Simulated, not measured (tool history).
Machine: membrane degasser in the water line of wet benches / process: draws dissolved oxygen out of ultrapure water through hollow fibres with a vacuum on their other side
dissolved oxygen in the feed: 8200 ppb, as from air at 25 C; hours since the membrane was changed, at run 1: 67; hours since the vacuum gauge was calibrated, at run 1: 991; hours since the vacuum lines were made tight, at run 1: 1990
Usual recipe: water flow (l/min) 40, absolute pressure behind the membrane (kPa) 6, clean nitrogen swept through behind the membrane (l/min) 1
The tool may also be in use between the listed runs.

| run | hour | water flow (l/min) | absolute pressure behind the membrane (kPa) | clean nitrogen swept through behind the membrane (l/min) | hours since the membrane was changed | hours since the vacuum gauge was calibrated | hours since the vacuum lines were made tight | dissolved oxygen in the water behind the degasser (ppb) | pressure that the water loses in the fibres (kPa) |
|---|---|---|---|---|---|---|---|---|---|
| 1 | 0 | 40 | 6 | 1 | 67 | 991 | 1990 | 241.6 | 63.89 |
| 2 | 53.7 | 40 | 6 | 2.07 | 121 | 1045 | 2044 | 141.6 | 64.49 |
| 3 | 116 | 40 | 6 | 1.24 | 183 | 1107 | 2106 | 205.9 | 64.36 |
| 4 | 158.1 | 40 | 9.68 | 1 | 225 | 1149 | 2148 | 523.3 | 64.19 |
| 5 | 201.2 | 40 | 9.68 | 1 | 268 | 1192 | 2191 | 511.5 | 64.52 |
| 6 | 230.5 | 40 | 9.68 | 1 | 297 | 1222 | 2221 | 514.6 | 64.39 |
| 7 | 270.7 | 40 | 6 | 1 | 338 | 1262 | 2261 | 242.6 | 64.32 |
| 8 | 304.8 | 40 | 6 | 1 | 372 | 1296 | 2295 | 246.8 | 64.49 |
| 9 | 343.7 | 40 | 6 | 1 | 411 | 1335 | 2334 | 248.2 | 64.29 |
| 10 | 392.6 | 40 | 6 | 1 | 459 | 1384 | 2383 | 245.5 | 63.97 |
| 11 | 420.4 | 40 | 4.81 | 1 | 487 | 1411 | 2410 | 154.7 | 64.83 |
| 12 | 475.7 | 40 | 4.81 | 1 | 543 | 1467 | 2466 | 153.7 | 64.61 |
| 13 | 544.3 | 40 | 6 | 1 | 611 | 1535 | 2534 | 245.8 | 64.52 |
| 14 | 607.8 | 40 | 6 | 1 | 675 | 1599 | 2598 | 247.2 | 64.79 |
|  | 611.8 | vacuum gauge calibrated |
| 15 | 641.1 | 40 | 6 | 1 | 707 | 29 | 2631 | 246.4 | 65.29 |
| 16 | 704.2 | 40 | 6 | 1 | 771 | 92 | 2694 | 249.2 | 64.81 |
| 17 | 741.9 | 32 | 4.67 | 0.5 | 808 | 130 | 2731 | 186.4 | 51.99 |
|  | 748.5 | vacuum gauge calibrated, once more |
| 18 | 785 | 30 | 4.67 | 1.19 | 851 | 37 | 2774 | 84.2 | 47.99 |
| 19 | 821.3 | 30 | 8.48 | 1.19 | 887 | 73 | 2810 | 285.2 | 48.57 |
| 20 | 861.8 | 40 | 10.38 | 0.44 | 928 | 113 | 2851 | 964.3 | 64.84 |

For run 21, what comes out?
| 21 | 911.9 | 38 | 5.92 | 0.42 | 978 | 163 | 2901 | ? | ? |

Run 21 gave dissolved oxygen in the water behind the degasser (ppb) 387.3, pressure that the water loses in the fibres (kPa) 61.78.
The same run, on a tool lacking any hidden state, would have yielded dissolved oxygen in the water behind the degasser (ppb) 390.8, pressure that the water loses in the fibres (kPa) 61.24.
